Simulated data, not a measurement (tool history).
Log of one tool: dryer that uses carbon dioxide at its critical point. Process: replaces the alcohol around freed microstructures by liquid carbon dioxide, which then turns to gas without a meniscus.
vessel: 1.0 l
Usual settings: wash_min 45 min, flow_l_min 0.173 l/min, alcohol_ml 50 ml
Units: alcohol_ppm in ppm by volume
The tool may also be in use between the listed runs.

| run | day | wash_min | flow_l_min | alcohol_ml | alcohol_ppm |
|---|---|---|---|---|---|
| 1 | 0 | 45 | 0.173 | 50 | 148 |
| 2 | 1.721 | 45 | 0.173 | 51 | 172 |
| 3 | 3.308 | 45 | 0.173 | 51 | 170 |
| 4 | 4.562 | 45 | 0.173 | 51 | 179 |
| 5 | 5.304 | 45 | 0.173 | 51 | 180 |
| 6 | 7.042 | 40 | 0.173 | 50 | 321 |
| 7 | 7.812 | 40 | 0.173 | 50 | 338 |
| 8 | 9.146 | 45 | 0.173 | 102 | 363 |
| 9 | 10.129 | 45 | 0.173 | 102 | 368 |
| 10 | 11.408 | 45 | 0.173 | 102 | 388 |
| 11 | 12.917 | 45 | 0.173 | 102 | 382 |
| 12 | 13.762 | 45 | 0.173 | 102 | 396 |
| 13 | 14.808 | 45 | 0.173 | 102 | 403 |
| 14 | 16.192 | 45 | 0.173 | 50 | 221 |
| 15 | 17.771 | 45 | 0.173 | 88 | 393 |
| 16 | 18.792 | 45 | 0.173 | 88 | 379 |
| 17 | 20.288 | 35 | 0.243 | 88 | 220 |
| 18 | 21.071 | 35 | 0.243 | 88 | 220 |
| 19 | 22.496 | 45 | 0.173 | 21 | 116 |
| 20 | 23.846 | 43 | 0.173 | 29 | 111 |
| 21 | 24.683 | 43 | 0.173 | 29 | 119 |
| 22 | 26.258 | 43 | 0.173 | 29 | 124 |
| 23 | 27.65 | 42 | 0.119 | 117 | 2826 |
| 24 | 29.017 | 45 | 0.149 | 30 | 219 |
| 25 | 30.292 | 45 | 0.149 | 30 | 218 |
| 26 | 31.267 | 34 | 0.293 | 49 | 50 |
| 27 | 32.342 | 34 | 0.293 | 49 | 51 |
| 28 | 33.346 | 34 | 0.293 | 49 | 52 |
| 29 | 35.033 | 34 | 0.293 | 96 | 72 |
| 30 | 35.946 | 45 | 0.113 | 46 | 1202 |

Taken out of this log: 1 entry between the listed runs. Where each belongs, and how the hidden state differs across it:
Between runs 19 and 20: inlet filter changed (day 23.642)
  flow that reaches the vessel past the clogged filter, %: 89.2 -> 99.8; alcohol in the recycled carbon dioxide, ppm: 26.2 -> 26.8
  measured less the result without the state, alcohol_ppm: +65 -> +22 ppm by volume

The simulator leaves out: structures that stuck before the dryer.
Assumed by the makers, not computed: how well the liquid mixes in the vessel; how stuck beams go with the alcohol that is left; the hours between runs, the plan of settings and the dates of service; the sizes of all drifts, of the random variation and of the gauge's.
